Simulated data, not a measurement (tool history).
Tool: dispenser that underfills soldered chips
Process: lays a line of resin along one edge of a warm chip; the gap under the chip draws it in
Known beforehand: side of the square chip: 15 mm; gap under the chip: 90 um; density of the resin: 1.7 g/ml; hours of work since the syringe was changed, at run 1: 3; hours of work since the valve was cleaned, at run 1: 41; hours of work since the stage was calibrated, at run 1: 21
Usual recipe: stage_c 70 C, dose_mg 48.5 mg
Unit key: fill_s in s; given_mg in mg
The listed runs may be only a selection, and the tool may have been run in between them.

run,hour,stage_c,dose_mg,hours of work since the syringe was changed,hours of work since the valve was cleaned,hours of work since the stage was calibrated,fill_s,given_mg
1,0,70,48.5,3,41,21,41.6,47.6
# hour 3.9: new syringe of resin
2,6.9,70,48.5,2,46,26,40.8,47.75
# hour 12.3: new syringe of resin
3,13.9,70,48.5,1,51,31,37.8,47.51
4,17.2,70,51.9,4,54,33,42.4,50.53
# hour 20.7: new syringe of resin
5,23,70,51.9,2,58,38,38.8,51.1
6,26.4,70,51.9,4,60,40,42.6,50.47
# hour 29.2: new syringe of resin
7,32.8,70,51.9,3,65,45,40.6,50.71
# hour 37.6: new syringe of resin
8,38,70,51.9,0,69,48,36.5,50.73
9,45.2,64,47.5,6,74,54,63,45.94
# hour 46.2: new syringe of resin
10,51.4,64,47.5,4,78,58,58.9,46.28

Forecast run 11:
# hour 54.9: new syringe of resin
11,58.4,64,47.5,3,83,63,?,?

fill_s: 55 s
given_mg: 46.48 mg
With no hidden state in the tool, this same run would have given fill_s 49.3 s, given_mg 47.91 mg.

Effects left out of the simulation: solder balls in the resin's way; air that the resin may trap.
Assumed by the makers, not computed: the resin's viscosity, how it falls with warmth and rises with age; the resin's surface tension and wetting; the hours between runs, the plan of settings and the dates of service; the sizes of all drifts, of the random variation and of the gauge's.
